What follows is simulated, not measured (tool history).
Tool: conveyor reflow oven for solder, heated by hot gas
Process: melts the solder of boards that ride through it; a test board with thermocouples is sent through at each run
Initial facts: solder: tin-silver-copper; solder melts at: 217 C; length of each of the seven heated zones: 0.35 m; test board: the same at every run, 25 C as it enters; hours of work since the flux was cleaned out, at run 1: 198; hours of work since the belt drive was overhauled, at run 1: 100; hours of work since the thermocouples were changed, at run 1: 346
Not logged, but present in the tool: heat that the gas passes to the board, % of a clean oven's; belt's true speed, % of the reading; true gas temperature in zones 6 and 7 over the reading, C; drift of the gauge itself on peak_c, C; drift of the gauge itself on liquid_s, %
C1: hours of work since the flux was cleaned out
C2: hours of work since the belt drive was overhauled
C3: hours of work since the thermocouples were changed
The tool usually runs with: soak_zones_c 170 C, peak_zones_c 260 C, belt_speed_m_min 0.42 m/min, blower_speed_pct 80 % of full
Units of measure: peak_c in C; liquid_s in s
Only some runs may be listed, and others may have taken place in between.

Run 1, hour 0: usual settings; C1 198; C2 100; C3 346. Result: peak_c 243.6 C, liquid_s 63.6 s.
Run 2, hour 12.3: usual settings; C1 207; C2 109; C3 354. Result: peak_c 242.7 C, liquid_s 63.4 s.
Run 3, hour 26.4: usual settings but belt_speed_m_min 0.457 m/min; C1 216; C2 118; C3 363. Result: peak_c 240.9 C, liquid_s 54.2 s.
Run 4, hour 41.2: usual settings but belt_speed_m_min 0.457 m/min; C1 226; C2 128; C3 373. Result: peak_c 240.4 C, liquid_s 53.2 s.
Run 5, hour 49.2: usual settings but soak_zones_c 159 C, belt_speed_m_min 0.457 m/min; C1 232; C2 134; C3 379. Result: peak_c 238 C, liquid_s 46.1 s.
Run 6, hour 56.9: usual settings but soak_zones_c 159 C, belt_speed_m_min 0.457 m/min; C1 237; C2 139; C3 384. Result: peak_c 238.2 C, liquid_s 45.6 s.
Run 7, hour 65.8: usual settings; C1 243; C2 145; C3 390. Result: peak_c 242.4 C, liquid_s 62.9 s.
Run 8, hour 83.6: usual settings; C1 255; C2 157; C3 402. Result: peak_c 242.9 C, liquid_s 62 s.
At hour 89.9: flux residue cleaned out of gas plates and filters.
Run 9, hour 106.7: usual settings; C1 11; C2 169; C3 414. Result: peak_c 241.9 C, liquid_s 61.7 s.
Run 10, hour 116.1: usual settings; C1 18; C2 175; C3 421. Result: peak_c 242.3 C, liquid_s 61.7 s.
Run 11, hour 129.5: usual settings; C1 27; C2 185; C3 430. Result: peak_c 242.2 C, liquid_s 61.8 s.
At hour 141.4: flux residue cleaned out of gas plates and filters, once more.
Run 12, hour 148.4: usual settings but peak_zones_c 266 C; C1 5; C2 194; C3 439. Result: peak_c 250.4 C, liquid_s 71.3 s.
Run 13, hour 161.6: usual settings; C1 14; C2 203; C3 448. Result: peak_c 244.9 C, liquid_s 66 s.
Run 14, hour 171.7: usual settings but soak_zones_c 176 C; C1 20; C2 210; C3 455. Result: peak_c 245.4 C, liquid_s 70.2 s.
Run 15, hour 181.8: usual settings; C1 27; C2 217; C3 462. Result: peak_c 244.8 C, liquid_s 65.6 s.
Run 16, hour 197.7: usual settings; C1 38; C2 227; C3 472. Result: peak_c 244.5 C, liquid_s 65.5 s.
Run 17, hour 209.7: usual settings but peak_zones_c 265 C, blower_speed_pct 85 % of full; C1 46; C2 235; C3 481. Result: peak_c 250 C, liquid_s 71.1 s.
Run 18, hour 219.4: usual settings but belt_speed_m_min 0.476 m/min; C1 53; C2 242; C3 487. Result: peak_c 239.9 C, liquid_s 52.6 s.
Run 19, hour 229.2: usual settings but belt_speed_m_min 0.476 m/min; C1 59; C2 249; C3 494. Result: peak_c 240.6 C, liquid_s 52.7 s.
Run 20, hour 242.7: usual settings but soak_zones_c 177 C, peak_zones_c 250 C; C1 68; C2 258; C3 503. Result: peak_c 237 C, liquid_s 59.7 s.
Run 21, hour 256.2: usual settings but belt_speed_m_min 0.383 m/min; C1 78; C2 267; C3 512. Result: peak_c 247.3 C, liquid_s 76.1 s.
Run 22, hour 270.3: usual settings but belt_speed_m_min 0.383 m/min; C1 87; C2 276; C3 522. Result: peak_c 247 C, liquid_s 75.9 s.
Run 23, hour 280.9: usual settings but belt_speed_m_min 0.461 m/min, blower_speed_pct 83 % of full; C1 94; C2 283; C3 529. Result: peak_c 242.1 C, liquid_s 56.1 s.
Run 24, hour 290.7: usual settings but soak_zones_c 164 C, peak_zones_c 265 C, belt_speed_m_min 0.464 m/min, blower_speed_pct 71 % of full; C1 101; C2 290; C3 535. Result: peak_c 241.3 C, liquid_s 50.5 s.
Run 25, hour 299.2: usual settings but soak_zones_c 164 C, peak_zones_c 255 C, belt_speed_m_min 0.464 m/min, blower_speed_pct 88 % of full; C1 107; C2 296; C3 541. Result: peak_c 237.5 C, liquid_s 47.7 s.
Run 26, hour 310.2: usual settings but belt_speed_m_min 0.367 m/min; C1 114; C2 303; C3 549. Result: peak_c 247.7 C, liquid_s 80.8 s.
Run 27, hour 327.2: usual settings but soak_zones_c 166 C, peak_zones_c 262 C, belt_speed_m_min 0.482 m/min, blower_speed_pct 51 % of full; C1 126; C2 315; C3 560. Result: peak_c 227.9 C, liquid_s 26.1 s.
Run 28, hour 343.2: usual settings but soak_zones_c 156 C, peak_zones_c 255 C, belt_speed_m_min 0.398 m/min, blower_speed_pct 81 % of full; C1 136; C2 326; C3 571. Result: peak_c 239.1 C, liquid_s 57.5 s.
Run 29, hour 353.8: usual settings but soak_zones_c 165 C, peak_zones_c 258 C, belt_speed_m_min 0.393 m/min, blower_speed_pct 81 % of full; C1 144; C2 333; C3 578. Result: peak_c 243.7 C, liquid_s 67.5 s.
Run 30, hour 366: usual settings but soak_zones_c 156 C, peak_zones_c 258 C, belt_speed_m_min 0.369 m/min, blower_speed_pct 74 % of full; C1 152; C2 341; C3 586. Result: peak_c 241.8 C, liquid_s 65.6 s.

Some steps in peak_c, run to run, broken into two amounts with sign: the step expected even without the hidden condition (settings, incoming material, random variation), and the rest, left for the hidden condition together with whatever gauge scatter is not in both the measured and the hidden-condition-free result:
Run 6 -> 7: soak_zones_c 159 -> 170, belt_speed_m_min 0.457 -> 0.42. peak_c +4.2 C: hidden state +0.4, all else +3.8.
Run 8 -> 9: flux residue cleaned out of gas plates and filters. peak_c -1 C: hidden state -0.8, all else -0.2.
Run 11 -> 12: peak_zones_c 260 -> 266, flux residue cleaned out of gas plates and filters, once more. peak_c +8.2 C: hidden state +2.8, all else +5.4.
Run 20 -> 21: soak_zones_c 177 -> 170, peak_zones_c 250 -> 260, belt_speed_m_min 0.42 -> 0.383. peak_c +10.3 C: hidden state -0.2, all else +10.5.
Run 26 -> 27: soak_zones_c 170 -> 166, peak_zones_c 260 -> 262, belt_speed_m_min 0.367 -> 0.482, blower_speed_pct 80 -> 51. peak_c -19.8 C: hidden state +0.1, all else -19.9.
Run 27 -> 28: soak_zones_c 166 -> 156, peak_zones_c 262 -> 255, belt_speed_m_min 0.482 -> 0.398, blower_speed_pct 51 -> 81. peak_c +11.2 C: hidden state -0.4, all else +11.6.

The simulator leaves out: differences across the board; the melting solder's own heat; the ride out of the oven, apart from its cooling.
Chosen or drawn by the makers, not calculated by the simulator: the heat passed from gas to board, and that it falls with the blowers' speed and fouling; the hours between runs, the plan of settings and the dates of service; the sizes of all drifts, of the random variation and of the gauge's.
